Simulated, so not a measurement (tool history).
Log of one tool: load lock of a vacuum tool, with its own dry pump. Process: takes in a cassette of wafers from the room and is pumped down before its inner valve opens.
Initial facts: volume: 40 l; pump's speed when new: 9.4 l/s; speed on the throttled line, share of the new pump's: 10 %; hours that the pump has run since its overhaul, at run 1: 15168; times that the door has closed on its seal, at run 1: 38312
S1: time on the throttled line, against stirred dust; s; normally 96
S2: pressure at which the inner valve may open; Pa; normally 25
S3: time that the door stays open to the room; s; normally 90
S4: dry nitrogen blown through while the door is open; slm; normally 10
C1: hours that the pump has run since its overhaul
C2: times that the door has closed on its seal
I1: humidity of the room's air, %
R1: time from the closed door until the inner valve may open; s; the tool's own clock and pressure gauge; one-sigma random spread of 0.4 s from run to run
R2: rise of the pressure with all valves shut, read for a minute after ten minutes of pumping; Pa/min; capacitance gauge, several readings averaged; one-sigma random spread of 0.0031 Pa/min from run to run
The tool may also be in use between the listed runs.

Run 1, hour 0: usual settings; C1 15168; C2 38312; I1 46.7. Result: R1 127.1 s, R2 0.299 Pa/min.
Run 2, hour 374.7: usual settings; C1 15543; C2 40101; I1 43.3. Result: R1 127 s, R2 0.307 Pa/min.
Run 3, hour 780: usual settings but S1 147 s; C1 15948; C2 42036; I1 42.2. Result: R1 170.9 s, R2 0.334 Pa/min.
Run 4, hour 1075: usual settings but S3 30 s; C1 16243; C2 43444; I1 43. Result: R1 126.2 s, R2 0.306 Pa/min.
Run 5, hour 1472: usual settings but S3 30 s; C1 16640; C2 45340; I1 42.8. Result: R1 127 s, R2 0.33 Pa/min.
Run 6, hour 1828.4: usual settings but S3 30 s; C1 16997; C2 47041; I1 43.3. Result: R1 128 s, R2 0.357 Pa/min.
Run 7, hour 2206.9: usual settings but S2 22 Pa; C1 17375; C2 48849; I1 43.8. Result: R1 128.3 s, R2 0.407 Pa/min.
Run 8, hour 2467.9: usual settings; C1 17636; C2 50095; I1 46.9. Result: R1 128.7 s, R2 0.419 Pa/min.
Run 9, hour 2708: usual settings; C1 17876; C2 51241; I1 40.9. Result: R1 127.3 s, R2 0.427 Pa/min.
Run 10, hour 3101.7: usual settings; C1 18270; C2 53121; I1 47.4. Result: R1 127.6 s, R2 0.457 Pa/min.
Run 11, hour 3354.4: usual settings; C1 18523; C2 54327; I1 46. Result: R1 127.7 s, R2 0.481 Pa/min.
Run 12, hour 3792.4: usual settings but S3 31 s; C1 18961; C2 56419; I1 44.8. Result: R1 128.5 s, R2 0.456 Pa/min.
Run 13, hour 4187: usual settings but S3 31 s; C1 19355; C2 58303; I1 49.4. Result: R1 127.4 s, R2 0.499 Pa/min.
Run 14, hour 4570.2: usual settings but S3 31 s; C1 19739; C2 60132; I1 45. Result: R1 128.3 s, R2 0.499 Pa/min.
Run 15, hour 5009.4: usual settings but S1 49 s; C1 20178; C2 62229; I1 45.7. Result: R1 86.7 s, R2 0.576 Pa/min.
Run 16, hour 5205.8: usual settings but S1 49 s; C1 20374; C2 63167; I1 49.6. Result: R1 87.6 s, R2 0.578 Pa/min.
At hour 5451.4: door's seal changed, seat wiped.
Run 17, hour 5472.8: usual settings but S1 49 s; C1 20640; C2 103; I1 44. Result: R1 87.9 s, R2 0.073 Pa/min.
Run 18, hour 5900.8: usual settings but S1 49 s; C1 21068; C2 2146; I1 42.9. Result: R1 88 s, R2 0.075 Pa/min.
Run 19, hour 6304: usual settings but S1 142 s, S2 27 Pa, S3 146 s, S4 37 slm; C1 21471; C2 4071; I1 42. Result: R1 168.9 s, R2 0.061 Pa/min.
Run 20, hour 6491: usual settings but S1 142 s, S2 27 Pa, S3 146 s, S4 37 slm; C1 21658; C2 4964; I1 47.1. Result: R1 168.5 s, R2 0.077 Pa/min.
Run 21, hour 6790: usual settings but S1 49 s, S2 19 Pa, S4 19 slm; C1 21957; C2 6392; I1 45.5. Result: R1 90.2 s, R2 0.079 Pa/min.
Run 22, hour 7021.2: usual settings but S1 153 s, S3 199 s, S4 8 slm; C1 22188; C2 7495; I1 44.5. Result: R1 177 s, R2 0.149 Pa/min.
Run 23, hour 7347: usual settings but S1 153 s, S3 199 s, S4 8 slm; C1 22514; C2 9051; I1 43.3. Result: R1 178.9 s, R2 0.154 Pa/min.
Run 24, hour 7680.5: usual settings but S2 22 Pa; C1 22847; C2 10643; I1 47.2. Result: R1 129.9 s, R2 0.107 Pa/min.
Run 25, hour 7907.2: usual settings but S2 22 Pa; C1 23074; C2 11726; I1 44. Result: R1 129.9 s, R2 0.108 Pa/min.
Run 26, hour 8344.5: usual settings but S3 136 s, S4 14 slm; C1 23511; C2 13814; I1 43. Result: R1 129.9 s, R2 0.137 Pa/min.
Run 27, hour 8680.3: usual settings but S3 136 s, S4 14 slm; C1 23847; C2 15417; I1 43.1. Result: R1 129.4 s, R2 0.14 Pa/min.
Run 28, hour 8866.6: usual settings but S1 166 s, S2 21 Pa, S3 216 s, S4 7 slm; C1 24034; C2 16306; I1 41.5. Result: R1 191.4 s, R2 0.191 Pa/min.
Run 29, hour 9236.1: usual settings but S1 166 s, S2 21 Pa, S3 216 s, S4 7 slm; C1 24403; C2 18071; I1 43.1. Result: R1 191.3 s, R2 0.199 Pa/min.
Run 30, hour 9522.2: usual settings but S1 166 s, S2 21 Pa, S3 216 s, S4 7 slm; C1 24689; C2 19437; I1 41.8. Result: R1 192.9 s, R2 0.204 Pa/min.
At hour 9682.1: dry pump taken out, an overhauled one fitted.
Run 31, hour 9941.1: usual settings but S1 166 s, S2 21 Pa, S3 216 s, S4 7 slm; C1 259; C2 21408; I1 44.5. Result: R1 184.1 s, R2 0.22 Pa/min.
Run 32, hour 10211: usual settings but S2 18 Pa, S4 14 slm; C1 529; C2 22697; I1 44.1. Result: R1 123.8 s, R2 0.163 Pa/min.
Run 33, hour 10577.7: usual settings but S2 18 Pa, S3 30 s, S4 14 slm; C1 896; C2 24448; I1 46.9. Result: R1 122.9 s, R2 0.14 Pa/min.
Run 34, hour 10929.3: usual settings but S2 28 Pa, S3 72 s, S4 14 slm; C1 1247; C2 26126; I1 44.1. Result: R1 120.5 s, R2 0.178 Pa/min.
Run 35, hour 11275.9: usual settings but S2 45 Pa; C1 1594; C2 27781; I1 42.3. Result: R1 119.8 s, R2 0.198 Pa/min.

What if the next run were any one of these 5? Each begins from the tool's condition after run 35:
Run A, hour 11543: usual settings but S1 53 s, S2 45 Pa; C1 1861; C2 29056; I1 40.6. Result: R1 ?, R2 ?.
Run B, hour 11543: usual settings but S1 189 s, S2 20 Pa, S3 39 s; C1 1861; C2 29056; I1 44.5. Result: R1 ?, R2 ?.
Run C, hour 11543: usual settings but S2 19 Pa, S4 29 slm; C1 1861; C2 29056; I1 44.9. Result: R1 ?, R2 ?.
Run D, hour 11543: usual settings but S2 30 Pa, S4 5 slm; C1 1861; C2 29056; I1 44.6. Result: R1 ?, R2 ?.
Run E, hour 11543: usual settings but S2 37 Pa, S3 98 s; C1 1861; C2 29056; I1 43.6. Result: R1 ?, R2 ?.

run     R1     R2
  A     81  0.203
  B  206.4  0.184
  C  123.3  0.189
  D  120.6  0.222
  E  120.1  0.219
With no hidden state in the tool, these same runs would have given:
run     R1     R2
  A   80.6  0.065
  B  206.2  0.044
  C  122.8  0.047
  D  120.2  0.085
  E  119.7  0.077
